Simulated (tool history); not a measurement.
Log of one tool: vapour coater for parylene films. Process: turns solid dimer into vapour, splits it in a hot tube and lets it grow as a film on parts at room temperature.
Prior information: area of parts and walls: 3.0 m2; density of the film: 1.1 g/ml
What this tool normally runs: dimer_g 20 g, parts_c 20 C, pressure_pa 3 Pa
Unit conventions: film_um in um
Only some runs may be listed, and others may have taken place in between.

run 1 hour=0 | dimer_g=20 parts_c=20 pressure_pa=3 | film_um=3.79
run 2 hour=34.9 | dimer_g=20 parts_c=20 pressure_pa=3 | film_um=3.75
run 3 hour=71.3 | dimer_g=20 parts_c=30 pressure_pa=3 | film_um=2.28
run 4 hour=102.2 | dimer_g=20 parts_c=30 pressure_pa=3 | film_um=2.28
run 5 hour=128.3 | dimer_g=34 parts_c=20 pressure_pa=3 | film_um=6.18
-- hour=136.9 trap's valve overhauled
run 6 hour=171.7 | dimer_g=15 parts_c=23 pressure_pa=6.62 | film_um=2.02
run 7 hour=210.4 | dimer_g=15 parts_c=23 pressure_pa=6.62 | film_um=2.04
run 8 hour=250.9 | dimer_g=20 parts_c=20 pressure_pa=5.09 | film_um=3.2
-- hour=260.7 trap's valve overhauled, once more
run 9 hour=287.8 | dimer_g=20 parts_c=20 pressure_pa=5.09 | film_um=3.85
run 10 hour=325.7 | dimer_g=25 parts_c=15 pressure_pa=11.81 | film_um=5.39

Some steps in film_um, run to run, broken into two amounts with sign: the step expected even without the hidden condition (settings, incoming material, random variation), and the rest, left for the hidden condition together with whatever gauge scatter is not in both the measured and the hidden-condition-free result:
What the log doesn't record here: vapour lost through the trap's worn valve, %; true temperature of the parts over the reading, C; drift of the gauge itself on film_um, %.
Run 5 -> 6: dimer_g 34 -> 15, parts_c 20 -> 23, pressure_pa 3 -> 6.62, trap's valve overhauled. film_um -4.16 um: hidden state +0.23, all else -4.39.
Run 8 -> 9: trap's valve overhauled, once more. film_um +0.65 um: hidden state +0.6, all else +0.05.

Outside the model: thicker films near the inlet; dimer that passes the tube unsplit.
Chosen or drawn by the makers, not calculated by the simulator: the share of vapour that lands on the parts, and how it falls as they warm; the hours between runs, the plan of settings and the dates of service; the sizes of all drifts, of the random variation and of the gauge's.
